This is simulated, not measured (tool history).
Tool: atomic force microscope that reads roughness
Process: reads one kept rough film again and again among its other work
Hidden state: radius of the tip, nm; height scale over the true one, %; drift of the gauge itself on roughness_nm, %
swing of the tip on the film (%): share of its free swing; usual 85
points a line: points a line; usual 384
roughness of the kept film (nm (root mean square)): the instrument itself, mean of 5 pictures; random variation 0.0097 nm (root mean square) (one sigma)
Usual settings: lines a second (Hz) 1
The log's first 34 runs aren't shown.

run,day,lines a second (Hz),swing of the tip on the film (%),points a line,pictures with this tip,hours of work since the height scale was calibrated,roughness of the kept film (nm (root mean square))
# day 56.183: new tip fitted
35,56.571,3.42,85,324,17,1322,2.993
36,58.125,1.03,56,316,86,1342,3.3
37,60.404,2.26,67,325,187,1372,3.159
# day 61.692: new tip fitted
38,62.746,1.69,72,318,47,1402,3.247
39,64.388,1.69,72,318,119,1424,3.198
40,65.808,1.69,72,318,182,1442,3.152
# day 67.05: new tip fitted
41,67.871,1.69,72,318,37,1469,3.246
42,69.358,2.82,70,384,102,1488,3.146
43,71.458,0.62,59,384,195,1516,3.224
# day 72.442: new tip fitted
44,73.671,0.62,56,384,55,1545,3.317
45,75.483,1,56,450,135,1568,3.278
46,76.783,1,56,450,192,1585,3.23
# day 77.967: new tip fitted
47,78.946,0.81,85,384,43,1613,3.257
48,81.262,1.55,73,561,146,1644,3.161
49,82.638,1.55,73,561,207,1662,3.159
# day 83.45: new tip fitted
50,84.825,0.59,71,636,61,1690,3.319
51,87.071,0.59,71,636,160,1719,3.244
52,88.55,1.84,67,566,226,1739,3.158
# day 88.946: new tip fitted
53,89.979,1,85,518,46,1757,3.227

Forecast each of these 3 alternatives for the next run:
A,91.404,1,85,691,109,1776,?
B,91.404,0.78,61,708,109,1776,?
C,91.404,1.58,65,620,109,1776,?

run,roughness of the kept film (nm (root mean square))
A,3.181
B,3.278
C,3.246
Without the tool's hidden state the same runs would have given:
run,roughness of the kept film (nm (root mean square))
A,3.249
B,3.348
C,3.315
